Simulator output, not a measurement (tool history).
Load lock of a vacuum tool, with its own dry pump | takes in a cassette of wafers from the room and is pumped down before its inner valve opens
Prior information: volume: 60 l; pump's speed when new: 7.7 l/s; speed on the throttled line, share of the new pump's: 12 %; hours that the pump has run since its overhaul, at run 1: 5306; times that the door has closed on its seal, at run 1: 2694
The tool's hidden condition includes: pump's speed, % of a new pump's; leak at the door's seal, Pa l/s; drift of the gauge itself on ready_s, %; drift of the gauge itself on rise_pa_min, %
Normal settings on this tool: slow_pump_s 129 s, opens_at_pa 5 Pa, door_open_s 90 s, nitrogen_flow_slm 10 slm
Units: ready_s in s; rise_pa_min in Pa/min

run    hour  slow_pump_s  opens_at_pa  door_open_s  nitrogen_flow_slm  hours that the pump has run since its overhaul  times that the door has closed on its seal  incoming humidity of the room's air, %  ready_s  rise_pa_min
  1     0.0          129            5           90                 10                                            5306                                        2694                                    47.2    198.4        0.029
  2    49.9           89            5           90                 10                                            5356                                        2867                                    46.8    161.1        0.031
  3   144.3           89            5           90                 10                                            5450                                        3194                                    48.9    160.8        0.030
  4   192.6          129            5           44                 10                                            5499                                        3362                                    43.8    197.5        0.020
  5   289.0           94            5           90                 10                                            5595                                        3696                                    46.0    166.8        0.032
  6   374.7          129            5           90                 10                                            5681                                        3993                                    46.1    199.8        0.031
  7   434.5          129            5           90                 10                                            5741                                        4200                                    44.8    197.0        0.034
  8   502.5          129            5           90                 10                                            5809                                        4436                                    42.9    196.5        0.033
  9   585.7          129            9           90                 10                                            5892                                        4725                                    45.6    192.7        0.028
 10   663.8          129            9           90                 10                                            5970                                        4995                                    46.4    191.1        0.037
 11   715.2          129            5           90                 10                                            6021                                        5174                                    44.7    198.8        0.029
 12   803.6          129            5           90                  5                                            6110                                        5480                                    44.9    193.9        0.043
 13   885.6          129            7           90                 10                                            6192                                        5764                                    48.8    194.9        0.028
 14   983.1          129            7           90                 10                                            6289                                        6102                                    46.5    193.9        0.032
 15  1043.6          129            4           90                 10                                            6350                                        6312                                    42.7    200.3        0.035
 16  1148.0          129            5           27                 10                                            6454                                        6674                                    48.0    199.7        0.023
 17  1211.6          129            5           90                 10                                            6518                                        6895                                    45.7    197.8        0.036
 18  1297.4          129            5           90                 10                                            6603                                        7192                                    43.2    197.0        0.034
 19  1372.5          129            4           90                 10                                            6679                                        7452                                    46.5    199.3        0.032
 20  1456.3          204            8           42                 10                                            6762                                        7743                                    45.4    263.8        0.027
 21  1507.9          167            6           90                 27                                            6814                                        7921                                    46.7    229.0        0.028
 22  1581.3          167            5           73                 20                                            6887                                        8176                                    45.9    227.3        0.024
 23  1671.3          167            5           73                 20                                            6977                                        8488                                    49.2    231.0        0.028
 24  1766.7          129            5           90                 25                                            7073                                        8819                                    45.6    197.8        0.036

What does the tool deliver on the next run?
 25  1868.2          207            6           42                  6                                            7174                                        9170                                    44.9        ?            ?

{"run 25": {"ready_s": 264.2, "rise_pa_min": 0.034}}
Without the tool's hidden state the same run would have given ready_s 258.4 s, rise_pa_min 0.024 Pa/min.
